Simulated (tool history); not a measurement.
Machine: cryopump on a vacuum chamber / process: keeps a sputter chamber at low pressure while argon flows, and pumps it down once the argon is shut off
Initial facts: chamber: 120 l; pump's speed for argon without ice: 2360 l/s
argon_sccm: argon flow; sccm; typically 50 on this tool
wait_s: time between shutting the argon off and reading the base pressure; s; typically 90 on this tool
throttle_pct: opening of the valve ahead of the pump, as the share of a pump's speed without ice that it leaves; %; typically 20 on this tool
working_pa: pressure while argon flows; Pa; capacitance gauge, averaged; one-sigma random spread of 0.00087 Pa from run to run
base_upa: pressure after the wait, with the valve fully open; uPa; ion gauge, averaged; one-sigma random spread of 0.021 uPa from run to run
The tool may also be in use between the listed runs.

run     day  argon_sccm  wait_s  throttle_pct  working_pa  base_upa
  1   0.000          50      90            20      0.1861      0.93
  2   1.642          50      90            20      0.1871      0.96
  3   3.204          40      90            20      0.1515      1.02
  4   4.729          40      90            20      0.1527      1.06
  5   5.488          40      90            20      0.1523      1.03
  6   6.412          40      90            20      0.1533      1.09
  7   7.638          40      90            20      0.1543      1.12
  8   8.758          40      90            20      0.1537      1.15
  9  10.071          40      90            27      0.1172      1.19
 10  11.671          50      90            20      0.1953      1.24
 11  13.204          50      90            20      0.1954      1.25
 12  14.658          50      90            20      0.1963      1.32
     15.012  -- pump warmed up, emptied and cooled again
 13  15.812          50      90            20      0.1803      1.02
 14  17.083          42      90            20      0.1510      1.05
 15  17.892          21     162            25      0.0601      0.92
 16  18.988          94      26            20      0.3407      1.99
 17  20.238          50     205            33      0.1118      0.93
 18  21.554          50     205            33      0.1110      0.95
 19  22.392          75      59            55      0.1024      1.39
 20  23.162          22     157            20      0.0803      1.02
 21  24.588          22     157            20      0.0815      1.08
 22  26.225          40      20            20      0.1472      2.60
 23  27.679          63      35            17      0.2707      1.89
 24  29.125          63      35            17      0.2734      1.88
 25  30.212          84      85            18      0.3451      1.31
 26  31.029          86      90            32      0.2059      1.36
 27  31.846          86      90            32      0.2061      1.42

4 ways to go on from here, each from the tool as it stands after run 27. What would each give?
  A  33.258          50      90            15           ?         ?
  B  33.258          26      39            21           ?         ?
  C  33.258          50     144            20           ?         ?
  D  33.258          83     257            20           ?         ?

run  working_pa  base_upa
  A      0.2460      1.45
  B      0.0936      1.90
  C      0.1895      1.28
  D      0.3113      1.18
Without the tool's unlogged condition, the same runs would have read:
run  working_pa  base_upa
  A      0.2375      0.55
  B      0.0891      0.99
  C      0.1809      0.38
  D      0.2970      0.27
